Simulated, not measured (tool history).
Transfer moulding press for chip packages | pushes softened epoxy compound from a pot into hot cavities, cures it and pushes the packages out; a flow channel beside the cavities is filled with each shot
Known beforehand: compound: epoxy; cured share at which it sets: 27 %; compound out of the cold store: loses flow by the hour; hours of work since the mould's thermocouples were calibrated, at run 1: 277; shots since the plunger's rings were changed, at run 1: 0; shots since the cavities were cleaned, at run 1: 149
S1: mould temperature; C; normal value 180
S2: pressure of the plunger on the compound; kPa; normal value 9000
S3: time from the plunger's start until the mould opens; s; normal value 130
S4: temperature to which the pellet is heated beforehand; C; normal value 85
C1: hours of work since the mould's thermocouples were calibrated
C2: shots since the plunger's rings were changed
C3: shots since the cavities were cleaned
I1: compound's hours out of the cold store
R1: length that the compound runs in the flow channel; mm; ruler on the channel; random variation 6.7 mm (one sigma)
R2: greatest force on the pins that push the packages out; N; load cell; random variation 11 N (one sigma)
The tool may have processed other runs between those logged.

run   hour   S1     S2   S3  S4   C1    C2   C3    I1   R1   R2
  1    0.0  180   9000  130  85  277     0  149  32.5  761  478
  2   31.6  180   9000  130  85  297   308  457  47.3  730  512
      36.6  -- cavities cleaned with cleaning compound and waxed
  3   70.5  180   9380  130  85  321   672  330  18.2  829  489
      88.6  -- mould's thermocouples calibrated
      90.1  -- cavities cleaned with cleaning compound and waxed
  4   94.2  180   9380  130  85    3   869   41  20.3  818  506
  5  111.5  176   9000  130  85   13  1037  209  23.4  797  583
     141.9  -- cavities cleaned with cleaning compound and waxed
  6  142.4  176   9000  130  85   32  1324    6  44.7  748  573
  7  170.4  180   9000  130  89   49  1596  278  13.9  810  505
     192.1  -- cavities cleaned with cleaning compound and waxed
  8  203.4  173   9000  130  85   69  1903  111  11.6  829  719
  9  237.1  173   9000  130  85   90  2230  438  32.0  771  691
     242.9  -- cavities cleaned with cleaning compound and waxed
 10  269.8  173   9000  130  85  110  2534  262  38.0  769  710
     293.1  -- cavities cleaned with cleaning compound and waxed
 11  302.8  173   9000  130  85  129  2841   95  35.9  778  675
     342.7  -- cavities cleaned with cleaning compound and waxed
 12  342.7  173   9000  130  85  153  3214    0  37.0  777  685
 13  378.1  173   9000  130  85  176  3559  345  38.7  766  683
     392.9  -- cavities cleaned with cleaning compound and waxed
 14  417.2  173   9000  130  85  199  3925  237  27.7  794  709
     441.9  -- cavities cleaned with cleaning compound and waxed
 15  448.2  173   9000  130  85  218  4213   62  43.6  746  705
 16  478.4  173   9000  130  85  236  4506  355  33.6  776  723
     493.5  -- cavities cleaned with cleaning compound and waxed
     504.3  -- plunger's sealing rings changed
 17  514.4  185  10930  130  85  257    99  180  40.0  816  467
     545.4  -- cavities cleaned with cleaning compound and waxed
 18  546.0  185  10930  130  85  275   392    6   9.2  887  454
 19  573.6  176  10930  131  79  293   660  274  35.6  848  571
     595.0  -- cavities cleaned with cleaning compound and waxed
 20  607.9  176  10930  131  79  313   980  126  42.4  833  583
 21  624.3  186  10520  118  86  323  1139  285  26.9  830  464
     636.4  -- mould's thermocouples calibrated
     648.1  -- cavities cleaned with cleaning compound and waxed
 22  666.8  186   9000  129  80   18  1518  182  34.9  735  454
 23  692.7  186   9000  156  80   34  1771  435  18.6  781  446
     699.7  -- cavities cleaned with cleaning compound and waxed
 24  723.2  186   9000  156  80   52  2053  229  22.6  782  421
     750.4  -- cavities cleaned with cleaning compound and waxed
 25  759.9  180   9830  130  85   74  2396   93  36.3  794  494
     800.0  -- cavities cleaned with cleaning compound and waxed
 26  800.6  185   8240  123  85   99  2778    7  10.2  769  461
 27  829.6  180  10330  130  85  117  3059  288  17.0  856  505
     851.0  -- cavities cleaned with cleaning compound and waxed
 28  870.6  180   9000  145  85  142  3444  191   8.6  832  480

What if the next run were any one of these 3? Each begins from the tool's condition after run 28:
  A  892.8  180  8190  133  85  156  3660  407  42.4   ?   ?
  B  892.8  180  9440  130  85  156  3660  407  38.2   ?   ?
  C  892.8  180  9000  122  91  156  3660  407  45.1   ?   ?

run   R1   R2
  A  708  498
  B  763  491
  C  738  536
Without the tool's hidden state the same runs would have given:
run   R1   R2
  A  710  488
  B  765  481
  C  740  526
